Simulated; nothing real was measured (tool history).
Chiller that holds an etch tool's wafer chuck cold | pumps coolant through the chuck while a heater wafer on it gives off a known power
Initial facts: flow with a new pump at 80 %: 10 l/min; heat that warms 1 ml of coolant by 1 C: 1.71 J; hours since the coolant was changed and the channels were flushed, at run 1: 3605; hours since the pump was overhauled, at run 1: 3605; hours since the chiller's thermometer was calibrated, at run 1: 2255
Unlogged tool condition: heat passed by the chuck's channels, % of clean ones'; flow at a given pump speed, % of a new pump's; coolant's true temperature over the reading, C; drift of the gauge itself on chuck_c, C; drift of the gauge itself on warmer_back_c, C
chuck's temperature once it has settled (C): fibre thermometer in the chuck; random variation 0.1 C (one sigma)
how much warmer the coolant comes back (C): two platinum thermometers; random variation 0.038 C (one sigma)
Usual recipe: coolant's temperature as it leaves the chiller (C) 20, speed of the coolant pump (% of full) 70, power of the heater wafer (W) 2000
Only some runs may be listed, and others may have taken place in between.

run,hour,coolant's temperature as it leaves the chiller (C),speed of the coolant pump (% of full),power of the heater wafer (W),hours since the coolant was changed and the channels were flushed,hours since the pump was overhauled,hours since the chiller's thermometer was calibrated,chuck's temperature once it has settled (C),how much warmer the coolant comes back (C)
1,0,20,70,2000,3605,3605,2255,44.4,8.79
2,174.8,20,70,2000,3780,3780,2429,44.7,8.86
3,340,20,83,2000,3945,3945,2595,41.1,7.51
4,451.5,20,83,2000,4057,4057,2706,41.3,7.5
5,655.5,20,70,2000,4261,4261,2910,45.1,8.95
6,836.4,20,70,2000,4442,4442,3091,45.2,8.94
7,1008,20,70,2000,4613,4613,3263,45.3,9.08
8,1176,20,70,1369,4781,4781,3430,37.7,6.21
9,1383.4,20,70,2000,4989,4989,3638,45.7,9.13
10,1586.6,20,70,2542,5192,5192,3841,52.9,11.61
11,1790,20,70,2542,5395,5395,4045,53,11.73
12,1991.2,20,64,2000,5597,5597,4246,48.4,10.16
13,2141.2,20,70,2000,5747,5747,4396,46.5,9.34
14,2297.7,20,70,2000,5903,5903,4552,46.6,9.32
15,2436.1,20,70,2000,6041,6041,4691,46.7,9.36
# hour 2464.9: chiller's thermometer calibrated
16,2616.7,20,70,2000,6221,6221,152,46.3,9.43
17,2772,12,65,2000,6376,6376,307,40.5,10.18
18,2943.6,20,61,1319,6548,6548,479,40.1,7.23
19,3058.9,23,95,1319,6663,6663,594,36.3,4.55
20,3204.3,28,82,1191,6809,6809,739,41.9,4.82
# hour 3220.9: coolant pump overhauled
21,3332.4,27,62,2601,6932,111,862,70.4,15.74
22,3486.2,26,70,1292,7086,265,1016,45.4,6.91
23,3593.5,10,96,1292,7193,373,1124,24.5,4.97
24,3678.2,10,96,1292,7278,457,1208,24.7,4.95
25,3852.7,14,78,2352,7452,632,1383,46.5,11.41
26,4019.4,20,68,2459,7619,798,1549,58.7,13.69
27,4120.9,20,68,2459,7720,900,1651,58.6,13.8
28,4290.2,19,68,2459,7890,1069,1820,58.1,13.8
# hour 4456: coolant pump overhauled, once more
29,4498,20,70,1189,8092,42,2023,34.2,4.81
# hour 4590: coolant changed, channels flushed
30,4601.3,14,62,2670,11,139,2120,46.2,12.28
31,4772.3,26,70,1730,182,310,2291,45,7.03
32,4967.5,20,82,2079,378,506,2487,39.8,7.21

Measured less the same run without the tool's hidden state. The same run-to-run variation is in both; the gauge's scatter may not be:
run,chuck's temperature once it has settled (C),how much warmer the coolant comes back (C)
1,+3.1,+0.79
2,+3.4,+0.83
3,+3,+0.73
4,+3.1,+0.74
5,+3.8,+0.93
6,+4,+0.96
7,+4.1,+1
8,+3.1,+0.71
9,+4.5,+1.09
10,+5.9,+1.44
11,+6.1,+1.5
12,+5.5,+1.35
13,+5.3,+1.26
14,+5.5,+1.3
15,+5.6,+1.33
16,+5.2,+1.38
17,+5.8,+1.53
18,+4.2,+1.11
19,+2.9,+0.72
20,+3.1,+0.77
21,+12.4,+3.83
22,+5.8,+1.71
23,+4.4,+1.24
24,+4.5,+1.25
25,+9.8,+2.9
26,+11.9,+3.56
27,+12.1,+3.61
28,+12.4,+3.66
29,+1.7,+0.03
30,+0.7,+0.09
31,+0.7,+0.08
32,+0.8,+0.11

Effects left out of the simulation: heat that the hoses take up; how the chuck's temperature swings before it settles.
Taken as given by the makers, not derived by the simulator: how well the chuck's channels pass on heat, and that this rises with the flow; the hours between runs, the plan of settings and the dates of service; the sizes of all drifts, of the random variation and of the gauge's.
